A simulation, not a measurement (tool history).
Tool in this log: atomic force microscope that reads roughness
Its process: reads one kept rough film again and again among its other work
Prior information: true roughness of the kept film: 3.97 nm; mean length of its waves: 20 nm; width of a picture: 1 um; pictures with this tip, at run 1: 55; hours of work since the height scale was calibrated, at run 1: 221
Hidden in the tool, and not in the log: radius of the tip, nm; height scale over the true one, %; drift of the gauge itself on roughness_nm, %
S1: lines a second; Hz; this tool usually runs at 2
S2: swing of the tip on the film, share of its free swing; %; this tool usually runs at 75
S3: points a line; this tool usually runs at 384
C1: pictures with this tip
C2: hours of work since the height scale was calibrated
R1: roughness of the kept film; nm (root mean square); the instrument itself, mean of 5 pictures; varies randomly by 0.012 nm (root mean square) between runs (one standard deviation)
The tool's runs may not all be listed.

run    day    S1  S2   S3  C1   C2     R1
  1      0     2  75  384  55  221  1.932
  2  0.304     2  75  384  69  226  1.794
  3  0.654     2  71  384  84  232  1.695
  4  0.858     2  71  384  93  236  1.602
     1.038  -- new tip fitted
  5    1.2     2  71  384   6  242  2.653
  6  1.392     2  71  384  15  245  2.518
  7  1.658     2  71  384  26  250  2.318
  8  1.912     2  71  384  37  254  2.134
  9  2.283     2  71  384  54  261  1.921
     2.354  -- height scale calibrated on a step standard
 10  2.504     2  82  842  61    3  1.778
 11  2.842   1.1  69  842  76    9  1.797
 12  3.079  3.96  88  384  86   13  1.271
     3.417  -- new tip fitted
 13  3.462  0.59  58  609   2   19  2.961
 14  3.738  0.59  58  609  14   24    2.7
 15  3.962  0.59  84  310  23   28  2.381
 16  4.204  0.59  84  310  34   32  2.204
 17  4.433  0.68  84  288  44   36  2.074

Subtracting, for every run, the result it would have given without the tool's unlogged condition from the measured result gives the following. The same run-to-run variation enters both numbers; the gauge's scatter may not:
run      R1
  1  -0.859
  2  -0.986
  3   -1.15
  4  -1.214
  5  -0.168
  6  -0.341
  7   -0.53
  8  -0.684
  9  -0.891
 10  -0.936
 11  -1.166
 12  -0.937
 13  -0.078
 14  -0.354
 15  -0.501
 16  -0.675
 17  -0.798

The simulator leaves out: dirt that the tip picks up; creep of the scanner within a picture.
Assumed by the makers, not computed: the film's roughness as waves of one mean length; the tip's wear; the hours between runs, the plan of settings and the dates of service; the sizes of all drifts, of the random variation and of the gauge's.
